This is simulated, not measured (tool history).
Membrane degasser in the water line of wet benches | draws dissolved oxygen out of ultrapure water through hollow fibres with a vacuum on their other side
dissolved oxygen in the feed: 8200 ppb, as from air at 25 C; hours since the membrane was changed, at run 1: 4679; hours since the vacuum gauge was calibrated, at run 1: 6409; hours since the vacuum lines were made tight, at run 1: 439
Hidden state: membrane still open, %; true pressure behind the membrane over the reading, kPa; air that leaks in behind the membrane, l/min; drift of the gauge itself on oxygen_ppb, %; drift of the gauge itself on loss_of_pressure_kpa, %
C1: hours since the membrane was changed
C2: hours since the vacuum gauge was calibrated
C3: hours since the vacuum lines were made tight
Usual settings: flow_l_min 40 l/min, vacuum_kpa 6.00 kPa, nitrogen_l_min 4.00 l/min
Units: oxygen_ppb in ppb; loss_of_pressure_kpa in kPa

{"run": 1, "hour": 0.0, "flow_l_min": 40, "vacuum_kpa": 6.0, "nitrogen_l_min": 4.0, "C1": 4679, "C2": 6409, "C3": 439, "oxygen_ppb": 339.6, "loss_of_pressure_kpa": 52.4}
{"run": 2, "hour": 74.0, "flow_l_min": 40, "vacuum_kpa": 6.0, "nitrogen_l_min": 4.0, "C1": 4752, "C2": 6483, "C3": 513, "oxygen_ppb": 340.1, "loss_of_pressure_kpa": 52.62}
{"run": 3, "hour": 200.4, "flow_l_min": 40, "vacuum_kpa": 6.0, "nitrogen_l_min": 4.0, "C1": 4879, "C2": 6609, "C3": 639, "oxygen_ppb": 342.8, "loss_of_pressure_kpa": 53.0}
{"run": 4, "hour": 339.4, "flow_l_min": 40, "vacuum_kpa": 6.0, "nitrogen_l_min": 4.0, "C1": 5018, "C2": 6749, "C3": 779, "oxygen_ppb": 344.4, "loss_of_pressure_kpa": 53.29}
{"run": 5, "hour": 421.7, "flow_l_min": 40, "vacuum_kpa": 6.0, "nitrogen_l_min": 4.0, "C1": 5100, "C2": 6831, "C3": 861, "oxygen_ppb": 353.2, "loss_of_pressure_kpa": 52.8}
{"run": 6, "hour": 511.4, "flow_l_min": 40, "vacuum_kpa": 6.0, "nitrogen_l_min": 4.0, "C1": 5190, "C2": 6920, "C3": 951, "oxygen_ppb": 347.9, "loss_of_pressure_kpa": 53.06}
{"hour": 610.4, "done": "vacuum gauge calibrated"}
{"run": 7, "hour": 628.2, "flow_l_min": 40, "vacuum_kpa": 6.0, "nitrogen_l_min": 4.0, "C1": 5306, "C2": 18, "C3": 1067, "oxygen_ppb": 348.9, "loss_of_pressure_kpa": 53.52}
{"run": 8, "hour": 721.4, "flow_l_min": 40, "vacuum_kpa": 6.0, "nitrogen_l_min": 4.0, "C1": 5399, "C2": 111, "C3": 1160, "oxygen_ppb": 342.3, "loss_of_pressure_kpa": 53.39}
{"run": 9, "hour": 843.5, "flow_l_min": 40, "vacuum_kpa": 6.0, "nitrogen_l_min": 4.0, "C1": 5522, "C2": 233, "C3": 1282, "oxygen_ppb": 343.1, "loss_of_pressure_kpa": 53.58}
{"run": 10, "hour": 929.0, "flow_l_min": 40, "vacuum_kpa": 6.0, "nitrogen_l_min": 4.0, "C1": 5607, "C2": 319, "C3": 1368, "oxygen_ppb": 348.4, "loss_of_pressure_kpa": 53.78}
{"run": 11, "hour": 1046.9, "flow_l_min": 40, "vacuum_kpa": 6.0, "nitrogen_l_min": 4.0, "C1": 5725, "C2": 436, "C3": 1486, "oxygen_ppb": 349.2, "loss_of_pressure_kpa": 53.44}
{"run": 12, "hour": 1167.0, "flow_l_min": 37, "vacuum_kpa": 6.0, "nitrogen_l_min": 4.0, "C1": 5845, "C2": 557, "C3": 1606, "oxygen_ppb": 308.6, "loss_of_pressure_kpa": 49.85}
{"run": 13, "hour": 1269.8, "flow_l_min": 37, "vacuum_kpa": 6.0, "nitrogen_l_min": 4.0, "C1": 5948, "C2": 659, "C3": 1708, "oxygen_ppb": 311.8, "loss_of_pressure_kpa": 49.52}
{"run": 14, "hour": 1379.1, "flow_l_min": 25, "vacuum_kpa": 6.0, "nitrogen_l_min": 4.0, "C1": 6057, "C2": 769, "C3": 1818, "oxygen_ppb": 167.8, "loss_of_pressure_kpa": 33.87}
{"run": 15, "hour": 1495.5, "flow_l_min": 40, "vacuum_kpa": 6.0, "nitrogen_l_min": 4.0, "C1": 6174, "C2": 885, "C3": 1934, "oxygen_ppb": 360.9, "loss_of_pressure_kpa": 54.08}
{"run": 16, "hour": 1590.6, "flow_l_min": 53, "vacuum_kpa": 6.0, "nitrogen_l_min": 4.0, "C1": 6269, "C2": 980, "C3": 2029, "oxygen_ppb": 525.5, "loss_of_pressure_kpa": 71.69}
{"run": 17, "hour": 1705.7, "flow_l_min": 53, "vacuum_kpa": 6.0, "nitrogen_l_min": 6.01, "C1": 6384, "C2": 1095, "C3": 2144, "oxygen_ppb": 505.3, "loss_of_pressure_kpa": 72.0}
{"run": 18, "hour": 1830.5, "flow_l_min": 53, "vacuum_kpa": 11.64, "nitrogen_l_min": 6.01, "C1": 6509, "C2": 1220, "C3": 2269, "oxygen_ppb": 609.2, "loss_of_pressure_kpa": 71.95}
{"run": 19, "hour": 1938.0, "flow_l_min": 41, "vacuum_kpa": 5.57, "nitrogen_l_min": 3.75, "C1": 6616, "C2": 1328, "C3": 2377, "oxygen_ppb": 374.7, "loss_of_pressure_kpa": 55.94}
{"run": 20, "hour": 2032.4, "flow_l_min": 41, "vacuum_kpa": 8.85, "nitrogen_l_min": 3.75, "C1": 6710, "C2": 1422, "C3": 2471, "oxygen_ppb": 449.0, "loss_of_pressure_kpa": 55.74}
{"run": 21, "hour": 2129.7, "flow_l_min": 32, "vacuum_kpa": 8.66, "nitrogen_l_min": 3.52, "C1": 6808, "C2": 1519, "C3": 2568, "oxygen_ppb": 327.0, "loss_of_pressure_kpa": 43.77}
{"run": 22, "hour": 2269.4, "flow_l_min": 36, "vacuum_kpa": 11.09, "nitrogen_l_min": 9.61, "C1": 6947, "C2": 1659, "C3": 2708, "oxygen_ppb": 330.7, "loss_of_pressure_kpa": 49.1}
{"run": 23, "hour": 2398.5, "flow_l_min": 46, "vacuum_kpa": 11.09, "nitrogen_l_min": 9.61, "C1": 7076, "C2": 1788, "C3": 2837, "oxygen_ppb": 460.8, "loss_of_pressure_kpa": 63.37}
{"run": 24, "hour": 2500.9, "flow_l_min": 28, "vacuum_kpa": 6.0, "nitrogen_l_min": 3.2, "C1": 7179, "C2": 1890, "C3": 2940, "oxygen_ppb": 230.0, "loss_of_pressure_kpa": 38.37}
{"run": 25, "hour": 2613.4, "flow_l_min": 28, "vacuum_kpa": 11.79, "nitrogen_l_min": 10.39, "C1": 7291, "C2": 2003, "C3": 3052, "oxygen_ppb": 226.3, "loss_of_pressure_kpa": 38.62}
{"hour": 2718.0, "done": "seals of the vacuum lines changed"}
{"run": 26, "hour": 2737.7, "flow_l_min": 40, "vacuum_kpa": 10.96, "nitrogen_l_min": 4.0, "C1": 7414, "C2": 2125, "C3": 20, "oxygen_ppb": 481.3, "loss_of_pressure_kpa": 55.2}
{"run": 27, "hour": 2862.3, "flow_l_min": 40, "vacuum_kpa": 10.96, "nitrogen_l_min": 4.0, "C1": 7538, "C2": 2250, "C3": 144, "oxygen_ppb": 485.5, "loss_of_pressure_kpa": 55.17}
{"run": 28, "hour": 2929.3, "flow_l_min": 40, "vacuum_kpa": 5.58, "nitrogen_l_min": 9.79, "C1": 7605, "C2": 2317, "C3": 211, "oxygen_ppb": 345.9, "loss_of_pressure_kpa": 55.52}
{"run": 29, "hour": 3039.9, "flow_l_min": 37, "vacuum_kpa": 7.72, "nitrogen_l_min": 9.79, "C1": 7716, "C2": 2427, "C3": 322, "oxygen_ppb": 324.9, "loss_of_pressure_kpa": 51.01}
{"run": 30, "hour": 3104.7, "flow_l_min": 27, "vacuum_kpa": 5.69, "nitrogen_l_min": 6.64, "C1": 7781, "C2": 2492, "C3": 387, "oxygen_ppb": 193.3, "loss_of_pressure_kpa": 37.61}
{"run": 31, "hour": 3202.4, "flow_l_min": 27, "vacuum_kpa": 4.71, "nitrogen_l_min": 2.53, "C1": 7878, "C2": 2590, "C3": 484, "oxygen_ppb": 208.5, "loss_of_pressure_kpa": 37.34}
{"run": 32, "hour": 3310.3, "flow_l_min": 27, "vacuum_kpa": 4.71, "nitrogen_l_min": 2.53, "C1": 7986, "C2": 2698, "C3": 592, "oxygen_ppb": 209.4, "loss_of_pressure_kpa": 37.81}

4 ways to go on from here, each from the tool as it stands after run 32. What would each give?
{"run": "A", "hour": 3432.2, "flow_l_min": 40, "vacuum_kpa": 14.89, "nitrogen_l_min": 4.0, "C1": 8108, "C2": 2820, "C3": 714, "oxygen_ppb": "?", "loss_of_pressure_kpa": "?"}
{"run": "B", "hour": 3432.2, "flow_l_min": 53, "vacuum_kpa": 4.71, "nitrogen_l_min": 2.53, "C1": 8108, "C2": 2820, "C3": 714, "oxygen_ppb": "?", "loss_of_pressure_kpa": "?"}
{"run": "C", "hour": 3432.2, "flow_l_min": 27, "vacuum_kpa": 5.25, "nitrogen_l_min": 2.53, "C1": 8108, "C2": 2820, "C3": 714, "oxygen_ppb": "?", "loss_of_pressure_kpa": "?"}
{"run": "D", "hour": 3432.2, "flow_l_min": 39, "vacuum_kpa": 7.43, "nitrogen_l_min": 4.0, "C1": 8108, "C2": 2820, "C3": 714, "oxygen_ppb": "?", "loss_of_pressure_kpa": "?"}

run=A oxygen_ppb=575.2 loss_of_pressure_kpa=55.60
run=B oxygen_ppb=562.0 loss_of_pressure_kpa=74.00
run=C oxygen_ppb=226.4 loss_of_pressure_kpa=37.53
run=D oxygen_ppb=412.9 loss_of_pressure_kpa=54.63
Without the tool's hidden state the same runs would have given:
run=A oxygen_ppb=457.5 loss_of_pressure_kpa=48.55
run=B oxygen_ppb=392.8 loss_of_pressure_kpa=64.66
run=C oxygen_ppb=149.4 loss_of_pressure_kpa=32.76
run=D oxygen_ppb=291.9 loss_of_pressure_kpa=47.72

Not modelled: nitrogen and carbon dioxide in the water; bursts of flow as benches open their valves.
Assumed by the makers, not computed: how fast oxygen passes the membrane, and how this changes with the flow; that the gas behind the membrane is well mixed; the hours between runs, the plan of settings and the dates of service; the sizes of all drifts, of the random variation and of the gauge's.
